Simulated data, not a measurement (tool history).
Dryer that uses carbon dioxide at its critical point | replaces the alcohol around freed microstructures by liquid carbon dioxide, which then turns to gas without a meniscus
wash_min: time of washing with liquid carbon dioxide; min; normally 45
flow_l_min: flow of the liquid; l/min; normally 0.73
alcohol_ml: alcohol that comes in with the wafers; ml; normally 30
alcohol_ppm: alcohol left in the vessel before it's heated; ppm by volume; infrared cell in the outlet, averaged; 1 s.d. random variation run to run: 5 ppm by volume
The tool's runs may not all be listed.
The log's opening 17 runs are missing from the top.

run	hour	wash_min	flow_l_min	alcohol_ml	hours of work since the filter was changed	hours of work since the purifier's bed was changed	alcohol_ppm
18	127.6	45	0.73	30	42	61	19
19	135.4	45	0.73	30	45	65	11
20	144.5	45	0.73	30	49	69	27
21	151.1	45	0.73	30	52	71	13
22	159	45	0.907	30	55	75	18
23	168.5	45	0.907	30	59	79	20
24	177.9	45	0.907	30	63	83	17
25	184.9	45	0.907	30	66	86	12
26	191.1	51	0.907	30	69	88	16
27	198.6	29	0.636	60	72	92	258
28	205.2	29	0.537	86	75	94	660
29	210	33	0.987	86	77	96	32
30	218.9	45	0.662	23	81	100	29
31	227	33	0.662	23	84	104	55

What does the tool deliver on the next run?
32	231.8	62	0.698	20	86	106	?

{"run 32": {"alcohol_ppm": 21}}
Were there no unlogged condition in the tool, this run, its random variation unchanged, would have produced alcohol_ppm 11 ppm by volume.
